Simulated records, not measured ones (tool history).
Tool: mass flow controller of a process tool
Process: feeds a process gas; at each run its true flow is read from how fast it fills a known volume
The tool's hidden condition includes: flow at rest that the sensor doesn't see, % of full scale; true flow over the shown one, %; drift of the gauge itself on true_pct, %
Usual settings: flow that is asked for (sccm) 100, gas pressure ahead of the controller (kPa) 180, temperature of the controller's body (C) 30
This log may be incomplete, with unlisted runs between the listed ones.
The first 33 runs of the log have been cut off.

run	hour	flow that is asked for (sccm)	gas pressure ahead of the controller (kPa)	temperature of the controller's body (C)	hours of work since the controller was set to zero	hours of work since the controller was changed	true flow (%)
34	11898.6	100	257	30	5342	5342	99.26
35	12302.9	98	151	30	5665	5665	99.75
# hour 12456.1: controller exchanged for a calibrated one
36	12724.2	98	151	30	214	214	99.78
37	13026.0	98	151	30	455	455	99.70
38	13377.1	98	151	30	736	736	99.77
39	13884.7	100	180	39	1141	1141	100.10
40	14212.2	77	148	33	1403	1403	99.83
41	14530.7	152	180	27	1657	1657	99.79
42	14945.4	111	228	34	1989	1989	99.88
43	15165.7	111	228	34	2165	2165	99.92
44	15636.5	111	228	34	2541	2541	99.89
45	16096.0	104	150	34	2908	2908	100.01
46	16523.0	190	150	32	3249	3249	100.28
47	16737.8	190	150	32	3421	3421	100.38

Each row is a separate what-if for the run after 47, all from the same tool condition, not one after another. Results?
A	17178.5	50	180	30	3773	3773	?
B	17178.5	94	167	40	3773	3773	?
C	17178.5	72	194	37	3773	3773	?
D	17178.5	190	181	24	3773	3773	?

run	true flow (%)
A	99.43
B	100.07
C	99.72
D	99.91
With no hidden state in the tool, these same runs would have given:
run	true flow (%)
A	99.45
B	100.09
C	99.74
D	99.92
